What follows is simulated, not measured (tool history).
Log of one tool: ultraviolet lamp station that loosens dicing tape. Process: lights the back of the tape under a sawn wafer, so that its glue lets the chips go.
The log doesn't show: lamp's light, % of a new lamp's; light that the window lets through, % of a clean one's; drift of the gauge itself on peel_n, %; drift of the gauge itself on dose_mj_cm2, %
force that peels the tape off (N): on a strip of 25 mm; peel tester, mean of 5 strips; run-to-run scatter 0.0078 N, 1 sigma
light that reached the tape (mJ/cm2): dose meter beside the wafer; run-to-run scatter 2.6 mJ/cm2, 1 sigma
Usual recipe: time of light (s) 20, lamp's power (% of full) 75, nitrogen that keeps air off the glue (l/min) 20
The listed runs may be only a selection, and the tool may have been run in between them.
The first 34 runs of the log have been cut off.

run,day,time of light (s),lamp's power (% of full),nitrogen that keeps air off the glue (l/min),hours of work of the lamp,hours of work since the window was cleaned,force that peels the tape off (N),light that reached the tape (mJ/cm2)
35,15.579,18,92,9,523,329,0.573,281
36,16.192,12,85,20,532,338,1.131,172
37,16.783,11,65,9,541,346,2.746,119
38,17.492,10,67,9,551,356,3.004,111
39,18.196,10,82,28,561,366,1.619,139
40,18.492,28,85,11,565,371,0.269,396
# day 18.629: window cleaned of glue's vapour
41,18.925,13,64,9,571,4,1.761,162
42,19.562,20,74,30,580,13,0.365,283

Forecast each of these 4 alternatives for the next run:
A,20.079,20,74,22,588,21,?,?
B,20.079,25,66,20,588,21,?,?
C,20.079,20,75,14,588,21,?,?
D,20.079,13,74,30,588,21,?,?

run,force that peels the tape off (N),light that reached the tape (mJ/cm2)
A,0.403,276
B,0.339,313
C,0.457,287
D,0.889,182
With the hidden condition removed and each run's random variation left untouched, the same runs would have given:
run,force that peels the tape off (N),light that reached the tape (mJ/cm2)
A,0.305,324
B,0.269,367
C,0.335,336
D,0.633,213

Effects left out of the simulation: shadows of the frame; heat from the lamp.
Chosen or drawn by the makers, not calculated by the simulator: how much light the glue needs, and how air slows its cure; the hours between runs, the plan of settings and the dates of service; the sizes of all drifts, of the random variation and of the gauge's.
